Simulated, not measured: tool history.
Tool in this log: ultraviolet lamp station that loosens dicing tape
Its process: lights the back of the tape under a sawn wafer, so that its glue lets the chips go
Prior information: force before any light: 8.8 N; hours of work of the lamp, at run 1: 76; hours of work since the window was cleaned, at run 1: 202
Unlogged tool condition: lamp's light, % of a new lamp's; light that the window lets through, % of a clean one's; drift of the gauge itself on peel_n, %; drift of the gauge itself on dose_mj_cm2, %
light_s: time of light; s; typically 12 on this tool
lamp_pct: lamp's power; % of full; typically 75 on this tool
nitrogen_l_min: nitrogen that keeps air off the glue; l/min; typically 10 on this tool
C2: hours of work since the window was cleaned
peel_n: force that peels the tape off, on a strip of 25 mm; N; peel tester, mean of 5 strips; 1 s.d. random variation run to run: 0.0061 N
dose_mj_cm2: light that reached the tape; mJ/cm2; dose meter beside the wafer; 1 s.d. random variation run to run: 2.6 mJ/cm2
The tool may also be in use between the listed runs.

{"run": 1, "day": 0.0, "light_s": 12, "lamp_pct": 75, "nitrogen_l_min": 10, "hours of work of the lamp": 76, "C2": 202, "peel_n": 0.208, "dose_mj_cm2": 314}
{"run": 2, "day": 0.383, "light_s": 12, "lamp_pct": 75, "nitrogen_l_min": 4, "hours of work of the lamp": 82, "C2": 209, "peel_n": 0.592, "dose_mj_cm2": 315}
{"run": 3, "day": 0.638, "light_s": 12, "lamp_pct": 75, "nitrogen_l_min": 10, "hours of work of the lamp": 86, "C2": 213, "peel_n": 0.215, "dose_mj_cm2": 310}
{"run": 4, "day": 1.088, "light_s": 6, "lamp_pct": 75, "nitrogen_l_min": 10, "hours of work of the lamp": 94, "C2": 220, "peel_n": 1.177, "dose_mj_cm2": 151}
{"run": 5, "day": 1.362, "light_s": 12, "lamp_pct": 93, "nitrogen_l_min": 10, "hours of work of the lamp": 98, "C2": 225, "peel_n": 0.129, "dose_mj_cm2": 387}
{"run": 6, "day": 1.792, "light_s": 12, "lamp_pct": 75, "nitrogen_l_min": 10, "hours of work of the lamp": 106, "C2": 232, "peel_n": 0.214, "dose_mj_cm2": 310}
{"run": 7, "day": 2.338, "light_s": 12, "lamp_pct": 75, "nitrogen_l_min": 10, "hours of work of the lamp": 115, "C2": 241, "peel_n": 0.209, "dose_mj_cm2": 303}
{"run": 8, "day": 2.625, "light_s": 12, "lamp_pct": 75, "nitrogen_l_min": 10, "hours of work of the lamp": 119, "C2": 246, "peel_n": 0.234, "dose_mj_cm2": 308}
{"run": 9, "day": 2.904, "light_s": 12, "lamp_pct": 75, "nitrogen_l_min": 10, "hours of work of the lamp": 124, "C2": 250, "peel_n": 0.211, "dose_mj_cm2": 312}
{"run": 10, "day": 3.342, "light_s": 18, "lamp_pct": 75, "nitrogen_l_min": 10, "hours of work of the lamp": 131, "C2": 257, "peel_n": 0.097, "dose_mj_cm2": 461}
{"run": 11, "day": 3.746, "light_s": 12, "lamp_pct": 75, "nitrogen_l_min": 10, "hours of work of the lamp": 138, "C2": 264, "peel_n": 0.225, "dose_mj_cm2": 307}
{"day": 3.792, "done": "window cleaned of glue's vapour"}
{"run": 12, "day": 4.183, "light_s": 12, "lamp_pct": 75, "nitrogen_l_min": 10, "hours of work of the lamp": 145, "C2": 7, "peel_n": 0.228, "dose_mj_cm2": 300}
{"run": 13, "day": 4.467, "light_s": 12, "lamp_pct": 75, "nitrogen_l_min": 10, "hours of work of the lamp": 149, "C2": 11, "peel_n": 0.224, "dose_mj_cm2": 301}
{"run": 14, "day": 4.896, "light_s": 12, "lamp_pct": 75, "nitrogen_l_min": 10, "hours of work of the lamp": 156, "C2": 18, "peel_n": 0.227, "dose_mj_cm2": 302}
{"run": 15, "day": 5.429, "light_s": 12, "lamp_pct": 75, "nitrogen_l_min": 10, "hours of work of the lamp": 165, "C2": 27, "peel_n": 0.233, "dose_mj_cm2": 302}
{"run": 16, "day": 5.875, "light_s": 12, "lamp_pct": 75, "nitrogen_l_min": 10, "hours of work of the lamp": 173, "C2": 34, "peel_n": 0.236, "dose_mj_cm2": 299}
{"run": 17, "day": 6.333, "light_s": 12, "lamp_pct": 88, "nitrogen_l_min": 6, "hours of work of the lamp": 180, "C2": 42, "peel_n": 0.264, "dose_mj_cm2": 347}
{"day": 6.483, "done": "window cleaned of glue's vapour, once more"}
{"run": 18, "day": 6.746, "light_s": 12, "lamp_pct": 91, "nitrogen_l_min": 10, "hours of work of the lamp": 187, "C2": 4, "peel_n": 0.124, "dose_mj_cm2": 393}
{"run": 19, "day": 7.0, "light_s": 12, "lamp_pct": 84, "nitrogen_l_min": 14, "hours of work of the lamp": 191, "C2": 9, "peel_n": 0.111, "dose_mj_cm2": 357}
{"run": 20, "day": 7.458, "light_s": 8, "lamp_pct": 84, "nitrogen_l_min": 14, "hours of work of the lamp": 198, "C2": 16, "peel_n": 0.309, "dose_mj_cm2": 239}
{"run": 21, "day": 7.704, "light_s": 8, "lamp_pct": 74, "nitrogen_l_min": 14, "hours of work of the lamp": 203, "C2": 20, "peel_n": 0.43, "dose_mj_cm2": 208}
{"run": 22, "day": 8.092, "light_s": 8, "lamp_pct": 74, "nitrogen_l_min": 14, "hours of work of the lamp": 209, "C2": 27, "peel_n": 0.427, "dose_mj_cm2": 207}
{"run": 23, "day": 8.588, "light_s": 16, "lamp_pct": 66, "nitrogen_l_min": 9, "hours of work of the lamp": 217, "C2": 35, "peel_n": 0.15, "dose_mj_cm2": 369}
{"run": 24, "day": 8.838, "light_s": 16, "lamp_pct": 66, "nitrogen_l_min": 9, "hours of work of the lamp": 221, "C2": 39, "peel_n": 0.156, "dose_mj_cm2": 373}
{"run": 25, "day": 9.133, "light_s": 16, "lamp_pct": 66, "nitrogen_l_min": 9, "hours of work of the lamp": 226, "C2": 44, "peel_n": 0.149, "dose_mj_cm2": 371}
{"run": 26, "day": 9.396, "light_s": 19, "lamp_pct": 63, "nitrogen_l_min": 5, "hours of work of the lamp": 231, "C2": 48, "peel_n": 0.214, "dose_mj_cm2": 417}
{"run": 27, "day": 9.692, "light_s": 19, "lamp_pct": 63, "nitrogen_l_min": 5, "hours of work of the lamp": 235, "C2": 53, "peel_n": 0.202, "dose_mj_cm2": 417}
{"run": 28, "day": 9.929, "light_s": 12, "lamp_pct": 93, "nitrogen_l_min": 7, "hours of work of the lamp": 239, "C2": 57, "peel_n": 0.168, "dose_mj_cm2": 389}
{"run": 29, "day": 10.471, "light_s": 12, "lamp_pct": 63, "nitrogen_l_min": 3, "hours of work of the lamp": 248, "C2": 66, "peel_n": 1.106, "dose_mj_cm2": 264}
{"run": 30, "day": 10.867, "light_s": 12, "lamp_pct": 63, "nitrogen_l_min": 6, "hours of work of the lamp": 255, "C2": 72, "peel_n": 0.572, "dose_mj_cm2": 257}
{"run": 31, "day": 11.346, "light_s": 9, "lamp_pct": 64, "nitrogen_l_min": 13, "hours of work of the lamp": 263, "C2": 80, "peel_n": 0.525, "dose_mj_cm2": 200}

Forecast each of these 3 alternatives for the next run:
{"run": "A", "day": 11.792, "light_s": 19, "lamp_pct": 69, "nitrogen_l_min": 12, "hours of work of the lamp": 270, "C2": 88, "peel_n": "?", "dose_mj_cm2": "?"}
{"run": "B", "day": 11.792, "light_s": 9, "lamp_pct": 64, "nitrogen_l_min": 5, "hours of work of the lamp": 270, "C2": 88, "peel_n": "?", "dose_mj_cm2": "?"}
{"run": "C", "day": 11.792, "light_s": 9, "lamp_pct": 64, "nitrogen_l_min": 5, "hours of work of the lamp": 270, "C2": 88, "peel_n": "?", "dose_mj_cm2": "?"}

run=A peel_n=0.093 dose_mj_cm2=450
run=B peel_n=1.269 dose_mj_cm2=197
run=C peel_n=1.302 dose_mj_cm2=201
With no hidden state in the tool, these same runs would have given:
run=A peel_n=0.088 dose_mj_cm2=485
run=B peel_n=1.100 dose_mj_cm2=212
run=C peel_n=1.129 dose_mj_cm2=216

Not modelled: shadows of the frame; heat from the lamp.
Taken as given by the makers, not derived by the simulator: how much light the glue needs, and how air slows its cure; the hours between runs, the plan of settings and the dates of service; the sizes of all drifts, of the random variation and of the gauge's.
